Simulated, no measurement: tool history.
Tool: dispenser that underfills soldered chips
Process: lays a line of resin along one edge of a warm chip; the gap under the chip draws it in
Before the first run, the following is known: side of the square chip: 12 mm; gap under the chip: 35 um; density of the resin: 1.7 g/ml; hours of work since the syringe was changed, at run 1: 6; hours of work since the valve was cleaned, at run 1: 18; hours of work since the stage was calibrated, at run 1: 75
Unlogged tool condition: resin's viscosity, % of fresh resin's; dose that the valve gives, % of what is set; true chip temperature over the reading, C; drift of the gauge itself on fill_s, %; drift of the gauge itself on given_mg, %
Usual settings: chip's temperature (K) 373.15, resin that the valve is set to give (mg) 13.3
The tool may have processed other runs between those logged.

| run | hour | chip's temperature (K) | resin that the valve is set to give (mg) | hours of work since the syringe was changed | hours of work since the valve was cleaned | hours of work since the stage was calibrated | time until the resin shows at the far edge (s) | resin that the valve gave (mg) |
|---|---|---|---|---|---|---|---|---|
| 1 | 0.0 | 373.15 | 13.3 | 6 | 18 | 75 | 535.9 | 13.04 |
|  | 3.9 | new syringe of resin |
| 2 | 5.8 | 373.15 | 13.3 | 1 | 22 | 79 | 361.6 | 12.87 |
| 3 | 9.7 | 373.15 | 13.3 | 4 | 25 | 82 | 462.4 | 13.01 |
| 4 | 14.6 | 373.15 | 13.3 | 8 | 29 | 86 | 597.0 | 12.89 |
|  | 15.9 | new syringe of resin |
| 5 | 18.1 | 373.15 | 13.3 | 2 | 31 | 88 | 382.0 | 12.77 |
| 6 | 21.6 | 373.15 | 13.3 | 4 | 33 | 91 | 466.7 | 12.95 |
| 7 | 26.0 | 367.15 | 13.3 | 7 | 37 | 94 | 775.9 | 12.83 |
|  | 27.9 | new syringe of resin |
| 8 | 29.0 | 373.15 | 13.3 | 1 | 39 | 96 | 363.1 | 12.87 |
| 9 | 33.6 | 373.15 | 13.3 | 4 | 42 | 99 | 465.5 | 12.72 |
|  | 39.5 | new syringe of resin |
| 10 | 40.7 | 378.15 | 15.7 | 1 | 47 | 104 | 283.9 | 15.03 |
| 11 | 45.8 | 378.15 | 15.7 | 5 | 51 | 108 | 383.7 | 14.89 |
|  | 51.1 | new syringe of resin |
| 12 | 52.7 | 387.15 | 13.3 | 1 | 55 | 113 | 208.2 | 12.62 |
| 13 | 55.9 | 387.15 | 13.3 | 4 | 58 | 115 | 260.0 | 12.71 |
| 14 | 58.7 | 387.15 | 13.3 | 6 | 60 | 117 | 306.5 | 12.78 |
|  | 62.6 | new syringe of resin |
| 15 | 63.8 | 369.15 | 16.6 | 1 | 63 | 121 | 406.3 | 15.87 |

Branching from run 15: 4 alternative next runs. What would each branch give?
| A | 69.6 | 372.15 | 15.5 | 5 | 68 | 125 | ? | ? |
| B | 69.6 | 385.15 | 11.7 | 5 | 68 | 125 | ? | ? |
| C | 69.6 | 377.15 | 13.3 | 5 | 68 | 125 | ? | ? |
| D | 69.6 | 384.15 | 15.5 | 5 | 68 | 125 | ? | ? |

| run | time until the resin shows at the far edge (s) | resin that the valve gave (mg) |
|---|---|---|
| A | 512.1 | 14.62 |
| B | 328.9 | 11.05 |
| C | 433.9 | 12.60 |
| D | 318.5 | 14.64 |
Without the tool's hidden state the same runs would have given:
| run | time until the resin shows at the far edge (s) | resin that the valve gave (mg) |
|---|---|---|
| A | 329.4 | 15.52 |
| B | 209.4 | 11.73 |
| C | 277.8 | 13.38 |
| D | 205.3 | 15.55 |
